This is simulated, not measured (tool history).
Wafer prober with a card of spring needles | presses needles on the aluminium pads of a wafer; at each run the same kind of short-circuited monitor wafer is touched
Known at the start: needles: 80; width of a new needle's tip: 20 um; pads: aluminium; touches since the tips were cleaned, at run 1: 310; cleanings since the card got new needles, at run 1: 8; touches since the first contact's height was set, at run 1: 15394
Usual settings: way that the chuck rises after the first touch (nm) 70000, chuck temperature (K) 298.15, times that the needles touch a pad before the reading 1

| run | hour | way that the chuck rises after the first touch (nm) | chuck temperature (K) | times that the needles touch a pad before the reading | touches since the tips were cleaned | cleanings since the card got new needles | touches since the first contact's height was set | resistance of one needle with its contact and lead (mohm) | way that a needle slides on the pad (nm) |
|---|---|---|---|---|---|---|---|---|---|
| 1 | 0 | 70000 | 298.15 | 1 | 310 | 8 | 15394 | 171 | 19570 |
|  | 6.4 | tips cleaned on abrasive film |
|  | 14.6 | tips cleaned on abrasive film |
|  | 22.9 | tips cleaned on abrasive film |
|  | 31 | tips cleaned on abrasive film |
| 2 | 34.7 | 70000 | 298.15 | 1 | 882 | 12 | 23639 | 192 | 19360 |
|  | 38 | tips cleaned on abrasive film |
|  | 46.2 | tips cleaned on abrasive film |
|  | 54.5 | tips cleaned on abrasive film |
|  | 62.6 | tips cleaned on abrasive film |
| 3 | 65.8 | 70000 | 298.15 | 1 | 765 | 16 | 31038 | 186 | 19250 |
|  | 70.7 | tips cleaned on abrasive film |
|  | 79 | tips cleaned on abrasive film |
|  | 87.3 | tips cleaned on abrasive film |
| 4 | 93.8 | 70000 | 298.15 | 1 | 1570 | 19 | 37699 | 211 | 19200 |
|  | 95.5 | tips cleaned on abrasive film |
|  | 103.4 | tips cleaned on abrasive film |
|  | 110.1 | tips cleaned on abrasive film |
|  | 118.4 | tips cleaned on abrasive film |
| 5 | 120.8 | 70000 | 298.15 | 1 | 586 | 23 | 44108 | 182 | 19050 |
|  | 125.9 | tips cleaned on abrasive film |
|  | 134 | tips cleaned on abrasive film |
|  | 142.2 | tips cleaned on abrasive film |
|  | 148.8 | tips cleaned on abrasive film, once more |
| 6 | 150.7 | 70000 | 298.15 | 1 | 463 | 27 | 51205 | 175 | 19190 |
|  | 155.8 | tips cleaned on abrasive film |
|  | 163.8 | tips cleaned on abrasive film |
|  | 170.5 | tips cleaned on abrasive film |
| 7 | 172.6 | 70000 | 298.15 | 1 | 512 | 30 | 56402 | 177 | 19040 |
|  | 177.7 | tips cleaned on abrasive film |
|  | 184.3 | tips cleaned on abrasive film |
|  | 189.2 | height of the first contact set anew |
|  | 192.5 | tips cleaned on abrasive film |
| 8 | 196.5 | 70000 | 298.15 | 1 | 961 | 33 | 1750 | 188 | 19690 |
|  | 199.9 | tips cleaned on abrasive film |
|  | 208 | tips cleaned on abrasive film |
|  | 216.2 | tips cleaned on abrasive film |
|  | 224.3 | tips cleaned on abrasive film |
| 9 | 228.6 | 70000 | 298.15 | 1 | 1016 | 37 | 9357 | 190 | 19300 |
|  | 231.9 | tips cleaned on abrasive film |
|  | 240 | tips cleaned on abrasive film |
|  | 248.3 | tips cleaned on abrasive film |
| 10 | 253.5 | 65000 | 298.15 | 1 | 1229 | 40 | 15275 | 206 | 18010 |
|  | 255.2 | tips cleaned on abrasive film |
|  | 261.8 | tips cleaned on abrasive film |
|  | 270.2 | tips cleaned on abrasive film |
| 11 | 273.5 | 70000 | 298.15 | 1 | 811 | 43 | 20030 | 188 | 19410 |
|  | 276.9 | tips cleaned on abrasive film |
|  | 285.2 | tips cleaned on abrasive film |
|  | 293.3 | tips cleaned on abrasive film |
|  | 300.1 | tips cleaned on abrasive film |
| 12 | 300.1 | 70000 | 349.15 | 1 | 0 | 47 | 26334 | 173 | 19200 |
|  | 308.3 | tips cleaned on abrasive film |
|  | 316.4 | tips cleaned on abrasive film |
| 13 | 317.3 | 70000 | 349.15 | 1 | 227 | 49 | 30424 | 178 | 19190 |
|  | 324 | tips cleaned on abrasive film |
|  | 331.7 | tips cleaned on abrasive film |
|  | 339.8 | tips cleaned on abrasive film |
|  | 346.5 | tips cleaned on abrasive film |
| 14 | 350.4 | 70000 | 349.15 | 1 | 955 | 53 | 38294 | 202 | 19140 |
|  | 353.8 | tips cleaned on abrasive film |
|  | 361.9 | tips cleaned on abrasive film |
|  | 368.6 | tips cleaned on abrasive film |
|  | 376.8 | tips cleaned on abrasive film |
| 15 | 381.2 | 70000 | 298.15 | 2 | 1057 | 57 | 45593 | 179 | 19160 |
|  | 384.6 | tips cleaned on abrasive film |
|  | 391.2 | tips cleaned on abrasive film |
|  | 399.5 | tips cleaned on abrasive film |
|  | 406.2 | tips cleaned on abrasive film |
|  | 413.6 | tips cleaned on abrasive film |
| 16 | 413.6 | 70000 | 298.15 | 2 | 0 | 62 | 53279 | 160 | 19150 |
|  | 420.3 | tips cleaned on abrasive film |
|  | 428.5 | tips cleaned on abrasive film |
|  | 436.2 | tips cleaned on abrasive film |
| 17 | 436.2 | 70000 | 391.15 | 2 | 0 | 65 | 58642 | 179 | 18970 |
|  | 443 | height of the first contact set anew |
|  | 444.7 | tips cleaned on abrasive film |
|  | 451.4 | tips cleaned on abrasive film |
| 18 | 453.1 | 79000 | 332.15 | 3 | 422 | 67 | 2396 | 164 | 22160 |
|  | 458.1 | tips cleaned on abrasive film |
|  | 466.2 | tips cleaned on abrasive film |
| 19 | 472.1 | 79000 | 332.15 | 3 | 1426 | 69 | 6921 | 176 | 22070 |
|  | 473.9 | tips cleaned on abrasive film |
|  | 481.9 | tips cleaned on abrasive film |
|  | 489.8 | tips cleaned on abrasive film |
|  | 498.1 | tips cleaned on abrasive film |
| 20 | 502.8 | 79000 | 332.15 | 3 | 1134 | 73 | 14206 | 178 | 21770 |
|  | 506.2 | tips cleaned on abrasive film |
|  | 512.9 | tips cleaned on abrasive film |
|  | 521.2 | tips cleaned on abrasive film |
|  | 528.3 | tips cleaned on abrasive film |
| 21 | 528.3 | 79000 | 332.15 | 2 | 0 | 77 | 20240 | 163 | 21800 |
|  | 535 | tips cleaned on abrasive film |
|  | 543.3 | tips cleaned on abrasive film |
|  | 551.3 | tips cleaned on abrasive film |
| 22 | 553.4 | 79000 | 372.15 | 2 | 498 | 80 | 26208 | 179 | 21720 |
|  | 558.4 | tips cleaned on abrasive film |
|  | 566.7 | tips cleaned on abrasive film |
| 23 | 571.7 | 79000 | 372.15 | 2 | 1206 | 82 | 30572 | 185 | 21690 |
|  | 573.5 | tips cleaned on abrasive film |
|  | 581.8 | tips cleaned on abrasive film |
|  | 590 | tips cleaned on abrasive film |
| 24 | 591 | 79000 | 388.15 | 2 | 237 | 85 | 35140 | 177 | 21680 |
|  | 597.7 | tips cleaned on abrasive film |
|  | 606 | tips cleaned on abrasive film |
|  | 614.2 | tips cleaned on abrasive film |
| 25 | 615.9 | 72000 | 298.15 | 2 | 408 | 88 | 41046 | 167 | 19730 |
|  | 622.4 | tips cleaned on abrasive film |
|  | 630.6 | tips cleaned on abrasive film |
|  | 638.9 | tips cleaned on abrasive film |
|  | 646.5 | tips cleaned on abrasive film |
| 26 | 646.5 | 70000 | 390.15 | 1 | 0 | 92 | 48314 | 179 | 19060 |
|  | 654.8 | tips cleaned on abrasive film |
|  | 662.9 | tips cleaned on abrasive film |
|  | 671.2 | tips cleaned on abrasive film |
| 27 | 673.3 | 58000 | 346.15 | 1 | 493 | 95 | 54685 | 204 | 15710 |

How the hidden state differs across the entries between the runs, from the last listed run before each to the first after it:
Between runs 1 and 2: tips cleaned on abrasive film (hour 6.4); tips cleaned on abrasive film (hour 14.6); tips cleaned on abrasive film (hour 22.9); tips cleaned on abrasive film (hour 31)
  debris on the tips, nm: 18.2 -> 42.8; way that the needles fall short of the set height, um: 0.45 -> 0.8; tips' diameter, um: 20.16 -> 20.31
  measured less the result without the state, resistance of one needle with its contact and lead (mohm): +16 -> +38; way that a needle slides on the pad (nm): -130 -> -230
Between runs 2 and 3: tips cleaned on abrasive film (hour 38); tips cleaned on abrasive film (hour 46.2); tips cleaned on abrasive film (hour 54.5); tips cleaned on abrasive film (hour 62.6)
  debris on the tips, nm: 42.8 -> 33.1; way that the needles fall short of the set height, um: 0.8 -> 1.02; tips' diameter, um: 20.31 -> 20.39
  measured less the result without the state, resistance of one needle with its contact and lead (mohm): +38 -> +30; way that a needle slides on the pad (nm): -230 -> -290
Between runs 3 and 4: tips cleaned on abrasive film (hour 70.7); tips cleaned on abrasive film (hour 79); tips cleaned on abrasive film (hour 87.3)
  debris on the tips, nm: 33.1 -> 65.1; way that the needles fall short of the set height, um: 1.02 -> 1.21; tips' diameter, um: 20.39 -> 20.46
  measured less the result without the state, resistance of one needle with its contact and lead (mohm): +30 -> +58; way that a needle slides on the pad (nm): -290 -> -340
Between runs 4 and 5: tips cleaned on abrasive film (hour 95.5); tips cleaned on abrasive film (hour 103.4); tips cleaned on abrasive film (hour 110.1); tips cleaned on abrasive film (hour 118.4)
  debris on the tips, nm: 65.1 -> 25.1; way that the needles fall short of the set height, um: 1.21 -> 1.42; tips' diameter, um: 20.46 -> 20.53
  measured less the result without the state, resistance of one needle with its contact and lead (mohm): +58 -> +23; way that a needle slides on the pad (nm): -340 -> -390
Between runs 5 and 6: tips cleaned on abrasive film (hour 125.9); tips cleaned on abrasive film (hour 134); tips cleaned on abrasive film (hour 142.2); tips cleaned on abrasive film, once more (hour 148.8)
  debris on the tips, nm: 25.1 -> 21.9; way that the needles fall short of the set height, um: 1.42 -> 1.67; tips' diameter, um: 20.53 -> 20.62
  measured less the result without the state, resistance of one needle with its contact and lead (mohm): +23 -> +20; way that a needle slides on the pad (nm): -390 -> -460
Between runs 6 and 7: tips cleaned on abrasive film (hour 155.8); tips cleaned on abrasive film (hour 163.8); tips cleaned on abrasive film (hour 170.5)
  debris on the tips, nm: 21.9 -> 23.5; way that the needles fall short of the set height, um: 1.67 -> 1.83; tips' diameter, um: 20.62 -> 20.67
  measured less the result without the state, resistance of one needle with its contact and lead (mohm): +20 -> +22; way that a needle slides on the pad (nm): -460 -> -510
Between runs 7 and 8: tips cleaned on abrasive film (hour 177.7); tips cleaned on abrasive film (hour 184.3); height of the first contact set anew (hour 189.2); tips cleaned on abrasive film (hour 192.5)
  debris on the tips, nm: 23.5 -> 39.6; way that the needles fall short of the set height, um: 1.83 -> 0.05; tips' diameter, um: 20.67 -> 20.73
  measured less the result without the state, resistance of one needle with its contact and lead (mohm): +22 -> +35; way that a needle slides on the pad (nm): -510 -> -10
Between runs 8 and 9: tips cleaned on abrasive film (hour 199.9); tips cleaned on abrasive film (hour 208); tips cleaned on abrasive film (hour 216.2); tips cleaned on abrasive film (hour 224.3)
  debris on the tips, nm: 39.6 -> 42.4; way that the needles fall short of the set height, um: 0.05 -> 0.33; tips' diameter, um: 20.73 -> 20.83
  measured less the result without the state, resistance of one needle with its contact and lead (mohm): +35 -> +38; way that a needle slides on the pad (nm): -10 -> -90
Between runs 9 and 10: tips cleaned on abrasive film (hour 231.9); tips cleaned on abrasive film (hour 240); tips cleaned on abrasive film (hour 248.3)
  debris on the tips, nm: 42.4 -> 47.4; way that the needles fall short of the set height, um: 0.33 -> 0.47; tips' diameter, um: 20.83 -> 20.88
  measured less the result without the state, resistance of one needle with its contact and lead (mohm): +38 -> +50; way that a needle slides on the pad (nm): -90 -> -140
Between runs 10 and 11: tips cleaned on abrasive film (hour 255.2); tips cleaned on abrasive film (hour 261.8); tips cleaned on abrasive film (hour 270.2)
  debris on the tips, nm: 47.4 -> 35.1; way that the needles fall short of the set height, um: 0.47 -> 0.63; tips' diameter, um: 20.88 -> 20.94
  measured less the result without the state, resistance of one needle with its contact and lead (mohm): +50 -> +33; way that a needle slides on the pad (nm): -140 -> -180
Between runs 11 and 12: tips cleaned on abrasive film (hour 276.9); tips cleaned on abrasive film (hour 285.2); tips cleaned on abrasive film (hour 293.3); tips cleaned on abrasive film (hour 300.1)
  debris on the tips, nm: 35.1 -> 6.9; way that the needles fall short of the set height, um: 0.63 -> 0.86; tips' diameter, um: 20.94 -> 21.02
  measured less the result without the state, resistance of one needle with its contact and lead (mohm): +33 -> +7; way that a needle slides on the pad (nm): -180 -> -240
Between runs 12 and 13: tips cleaned on abrasive film (hour 308.3); tips cleaned on abrasive film (hour 316.4)
  debris on the tips, nm: 6.9 -> 14.8; way that the needles fall short of the set height, um: 0.86 -> 0.99; tips' diameter, um: 21.02 -> 21.06
  measured less the result without the state, resistance of one needle with its contact and lead (mohm): +7 -> +13; way that a needle slides on the pad (nm): -240 -> -280
Between runs 13 and 14: tips cleaned on abrasive film (hour 324); tips cleaned on abrasive film (hour 331.7); tips cleaned on abrasive film (hour 339.8); tips cleaned on abrasive film (hour 346.5)
  debris on the tips, nm: 14.8 -> 41.6; way that the needles fall short of the set height, um: 0.99 -> 1.26; tips' diameter, um: 21.06 -> 21.16
  measured less the result without the state, resistance of one needle with its contact and lead (mohm): +13 -> +37; way that a needle slides on the pad (nm): -280 -> -350
Between runs 14 and 15: tips cleaned on abrasive film (hour 353.8); tips cleaned on abrasive film (hour 361.9); tips cleaned on abrasive film (hour 368.6); tips cleaned on abrasive film (hour 376.8)
  debris on the tips, nm: 41.6 -> 44.1; way that the needles fall short of the set height, um: 1.26 -> 1.51; tips' diameter, um: 21.16 -> 21.25
  measured less the result without the state, resistance of one needle with its contact and lead (mohm): +37 -> +26; way that a needle slides on the pad (nm): -350 -> -420
Between runs 15 and 16: tips cleaned on abrasive film (hour 384.6); tips cleaned on abrasive film (hour 391.2); tips cleaned on abrasive film (hour 399.5); tips cleaned on abrasive film (hour 406.2); tips cleaned on abrasive film (hour 413.6)
  debris on the tips, nm: 44.1 -> 5.3; way that the needles fall short of the set height, um: 1.51 -> 1.85; tips' diameter, um: 21.25 -> 21.36
  measured less the result without the state, resistance of one needle with its contact and lead (mohm): +26 -> +4; way that a needle slides on the pad (nm): -420 -> -520
Between runs 16 and 17: tips cleaned on abrasive film (hour 420.3); tips cleaned on abrasive film (hour 428.5); tips cleaned on abrasive film (hour 436.2)
  debris on the tips, nm: 5.3 -> 4.9; way that the needles fall short of the set height, um: 1.85 -> 1.99; tips' diameter, um: 21.36 -> 21.41
  measured less the result without the state, resistance of one needle with its contact and lead (mohm): +4 -> +4; way that a needle slides on the pad (nm): -520 -> -560
Between runs 17 and 18: height of the first contact set anew (hour 443); tips cleaned on abrasive film (hour 444.7); tips cleaned on abrasive film (hour 451.4)
  debris on the tips, nm: 4.9 -> 24.6; way that the needles fall short of the set height, um: 1.99 -> 0.12; tips' diameter, um: 21.41 -> 21.46
  measured less the result without the state, resistance of one needle with its contact and lead (mohm): +4 -> +7; way that a needle slides on the pad (nm): -560 -> -30
Between runs 18 and 19: tips cleaned on abrasive film (hour 458.1); tips cleaned on abrasive film (hour 466.2)
  debris on the tips, nm: 24.6 -> 57.3; way that the needles fall short of the set height, um: 0.12 -> 0.23; tips' diameter, um: 21.46 -> 21.49
  measured less the result without the state, resistance of one needle with its contact and lead (mohm): +7 -> +15; way that a needle slides on the pad (nm): -30 -> -60
Between runs 19 and 20: tips cleaned on abrasive film (hour 473.9); tips cleaned on abrasive film (hour 481.9); tips cleaned on abrasive film (hour 489.8); tips cleaned on abrasive film (hour 498.1)
  debris on the tips, nm: 57.3 -> 49.3; way that the needles fall short of the set height, um: 0.23 -> 0.47; tips' diameter, um: 21.49 -> 21.58
  measured less the result without the state, resistance of one needle with its contact and lead (mohm): +15 -> +14; way that a needle slides on the pad (nm): -60 -> -130
Between runs 20 and 21: tips cleaned on abrasive film (hour 506.2); tips cleaned on abrasive film (hour 512.9); tips cleaned on abrasive film (hour 521.2); tips cleaned on abrasive film (hour 528.3)
  debris on the tips, nm: 49.3 -> 5.3; way that the needles fall short of the set height, um: 0.47 -> 0.71; tips' diameter, um: 21.58 -> 21.66
  measured less the result without the state, resistance of one needle with its contact and lead (mohm): +14 -> +3; way that a needle slides on the pad (nm): -130 -> -190
Between runs 21 and 22: tips cleaned on abrasive film (hour 535); tips cleaned on abrasive film (hour 543.3); tips cleaned on abrasive film (hour 551.3)
  debris on the tips, nm: 5.3 -> 21.8; way that the needles fall short of the set height, um: 0.71 -> 0.89; tips' diameter, um: 21.66 -> 21.72
  measured less the result without the state, resistance of one needle with its contact and lead (mohm): +3 -> +11; way that a needle slides on the pad (nm): -190 -> -240
Between runs 22 and 23: tips cleaned on abrasive film (hour 558.4); tips cleaned on abrasive film (hour 566.7)
  debris on the tips, nm: 21.8 -> 46; way that the needles fall short of the set height, um: 0.89 -> 1; tips' diameter, um: 21.72 -> 21.76
  measured less the result without the state, resistance of one needle with its contact and lead (mohm): +11 -> +20; way that a needle slides on the pad (nm): -240 -> -280
Between runs 23 and 24: tips cleaned on abrasive film (hour 573.5); tips cleaned on abrasive film (hour 581.8); tips cleaned on abrasive film (hour 590)
  debris on the tips, nm: 46 -> 15.3; way that the needles fall short of the set height, um: 1 -> 1.18; tips' diameter, um: 21.76 -> 21.83
  measured less the result without the state, resistance of one needle with its contact and lead (mohm): +20 -> +8; way that a needle slides on the pad (nm): -280 -> -330
Between runs 24 and 25: tips cleaned on abrasive film (hour 597.7); tips cleaned on abrasive film (hour 606); tips cleaned on abrasive film (hour 614.2)
  debris on the tips, nm: 15.3 -> 19.9; way that the needles fall short of the set height, um: 1.18 -> 1.38; tips' diameter, um: 21.83 -> 21.9
  measured less the result without the state, resistance of one needle with its contact and lead (mohm): +8 -> +12; way that a needle slides on the pad (nm): -330 -> -380
Between runs 25 and 26: tips cleaned on abrasive film (hour 622.4); tips cleaned on abrasive film (hour 630.6); tips cleaned on abrasive film (hour 638.9); tips cleaned on abrasive film (hour 646.5)
  debris on the tips, nm: 19.9 -> 5.5; way that the needles fall short of the set height, um: 1.38 -> 1.6; tips' diameter, um: 21.9 -> 21.97
  measured less the result without the state, resistance of one needle with its contact and lead (mohm): +12 -> +7; way that a needle slides on the pad (nm): -380 -> -450
Between runs 26 and 27: tips cleaned on abrasive film (hour 654.8); tips cleaned on abrasive film (hour 662.9); tips cleaned on abrasive film (hour 671.2)
  debris on the tips, nm: 5.5 -> 26.7; way that the needles fall short of the set height, um: 1.6 -> 1.78; tips' diameter, um: 21.97 -> 22.04
  measured less the result without the state, resistance of one needle with its contact and lead (mohm): +7 -> +37; way that a needle slides on the pad (nm): -450 -> -500

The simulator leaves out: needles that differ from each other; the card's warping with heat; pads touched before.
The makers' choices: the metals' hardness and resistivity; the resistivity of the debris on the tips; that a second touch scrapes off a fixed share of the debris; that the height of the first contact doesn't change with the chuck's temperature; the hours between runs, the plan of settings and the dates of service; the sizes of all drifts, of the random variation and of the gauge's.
